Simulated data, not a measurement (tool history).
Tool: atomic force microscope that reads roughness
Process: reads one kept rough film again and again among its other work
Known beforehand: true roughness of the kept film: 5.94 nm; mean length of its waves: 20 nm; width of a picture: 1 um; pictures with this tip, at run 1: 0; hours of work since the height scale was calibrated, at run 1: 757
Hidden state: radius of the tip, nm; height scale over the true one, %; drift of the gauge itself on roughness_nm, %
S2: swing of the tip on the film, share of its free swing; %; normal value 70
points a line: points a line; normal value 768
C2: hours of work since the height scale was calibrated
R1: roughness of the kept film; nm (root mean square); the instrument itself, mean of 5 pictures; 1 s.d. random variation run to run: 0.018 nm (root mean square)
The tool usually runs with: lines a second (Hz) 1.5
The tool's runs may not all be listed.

{"run": 1, "hour": 0.0, "lines a second (Hz)": 1.5, "S2": 70, "points a line": 768, "pictures with this tip": 0, "C2": 757, "R1": 4.347}
{"run": 2, "hour": 42.2, "lines a second (Hz)": 1.5, "S2": 70, "points a line": 793, "pictures with this tip": 64, "C2": 782, "R1": 4.337}
{"run": 3, "hour": 78.0, "lines a second (Hz)": 1.5, "S2": 56, "points a line": 768, "pictures with this tip": 118, "C2": 803, "R1": 4.468}
{"run": 4, "hour": 104.8, "lines a second (Hz)": 2.18, "S2": 70, "points a line": 768, "pictures with this tip": 159, "C2": 819, "R1": 4.229}
{"hour": 129.4, "done": "new tip fitted"}
{"run": 5, "hour": 131.6, "lines a second (Hz)": 2.18, "S2": 71, "points a line": 768, "pictures with this tip": 3, "C2": 834, "R1": 4.25}
{"run": 6, "hour": 168.0, "lines a second (Hz)": 2.18, "S2": 71, "points a line": 768, "pictures with this tip": 59, "C2": 855, "R1": 4.265}
{"run": 7, "hour": 225.1, "lines a second (Hz)": 2.18, "S2": 71, "points a line": 768, "pictures with this tip": 146, "C2": 888, "R1": 4.221}
{"run": 8, "hour": 253.1, "lines a second (Hz)": 1.5, "S2": 70, "points a line": 768, "pictures with this tip": 189, "C2": 905, "R1": 4.338}
{"hour": 258.1, "done": "new tip fitted"}
{"run": 9, "hour": 282.3, "lines a second (Hz)": 1.5, "S2": 70, "points a line": 768, "pictures with this tip": 37, "C2": 921, "R1": 4.35}
{"run": 10, "hour": 326.0, "lines a second (Hz)": 1.55, "S2": 70, "points a line": 768, "pictures with this tip": 104, "C2": 947, "R1": 4.35}
{"run": 11, "hour": 380.5, "lines a second (Hz)": 1.5, "S2": 70, "points a line": 768, "pictures with this tip": 187, "C2": 979, "R1": 4.331}
{"hour": 389.8, "done": "new tip fitted"}
{"run": 12, "hour": 433.8, "lines a second (Hz)": 1.5, "S2": 70, "points a line": 768, "pictures with this tip": 67, "C2": 1009, "R1": 4.342}
{"run": 13, "hour": 479.9, "lines a second (Hz)": 1.5, "S2": 88, "points a line": 768, "pictures with this tip": 138, "C2": 1036, "R1": 4.037}
{"run": 14, "hour": 514.9, "lines a second (Hz)": 0.63, "S2": 63, "points a line": 768, "pictures with this tip": 191, "C2": 1057, "R1": 4.491}
{"hour": 518.0, "done": "new tip fitted"}
{"hour": 558.3, "done": "height scale calibrated on a step standard"}
{"run": 15, "hour": 564.8, "lines a second (Hz)": 1.5, "S2": 80, "points a line": 268, "pictures with this tip": 70, "C2": 4, "R1": 4.098}
{"run": 16, "hour": 588.5, "lines a second (Hz)": 2.32, "S2": 80, "points a line": 323, "pictures with this tip": 106, "C2": 18, "R1": 3.942}
{"run": 17, "hour": 618.5, "lines a second (Hz)": 2.32, "S2": 80, "points a line": 323, "pictures with this tip": 152, "C2": 35, "R1": 3.937}
{"hour": 649.9, "done": "new tip fitted"}
{"run": 18, "hour": 669.0, "lines a second (Hz)": 2.5, "S2": 87, "points a line": 550, "pictures with this tip": 29, "C2": 64, "R1": 3.781}
{"run": 19, "hour": 714.9, "lines a second (Hz)": 2.14, "S2": 87, "points a line": 713, "pictures with this tip": 99, "C2": 91, "R1": 3.901}
{"run": 20, "hour": 767.8, "lines a second (Hz)": 2.14, "S2": 69, "points a line": 680, "pictures with this tip": 180, "C2": 122, "R1": 4.262}
{"hour": 779.2, "done": "new tip fitted"}
{"run": 21, "hour": 795.6, "lines a second (Hz)": 0.69, "S2": 70, "points a line": 768, "pictures with this tip": 25, "C2": 138, "R1": 4.474}
{"run": 22, "hour": 821.7, "lines a second (Hz)": 1.99, "S2": 67, "points a line": 319, "pictures with this tip": 65, "C2": 153, "R1": 4.237}
{"run": 23, "hour": 865.6, "lines a second (Hz)": 1.99, "S2": 67, "points a line": 319, "pictures with this tip": 132, "C2": 178, "R1": 4.243}
{"run": 24, "hour": 900.5, "lines a second (Hz)": 1.5, "S2": 70, "points a line": 428, "pictures with this tip": 186, "C2": 199, "R1": 4.317}

Branching from run 24: 3 alternative next runs. What would each branch give?
{"hour": 911.0, "done": "new tip fitted"}
{"run": "A", "hour": 927.2, "lines a second (Hz)": 1.5, "S2": 74, "points a line": 768, "pictures with this tip": 25, "C2": 214, "R1": "?"}
{"hour": 911.0, "done": "new tip fitted"}
{"run": "B", "hour": 927.2, "lines a second (Hz)": 1.5, "S2": 85, "points a line": 768, "pictures with this tip": 25, "C2": 214, "R1": "?"}
{"hour": 911.0, "done": "new tip fitted"}
{"run": "C", "hour": 927.2, "lines a second (Hz)": 1.5, "S2": 70, "points a line": 836, "pictures with this tip": 25, "C2": 214, "R1": "?"}

run=A R1=4.291
run=B R1=4.11
run=C R1=4.347
Stripped of hidden state, with their random variation kept, the same runs would have yielded:
run=A R1=4.292
run=B R1=4.112
run=C R1=4.348
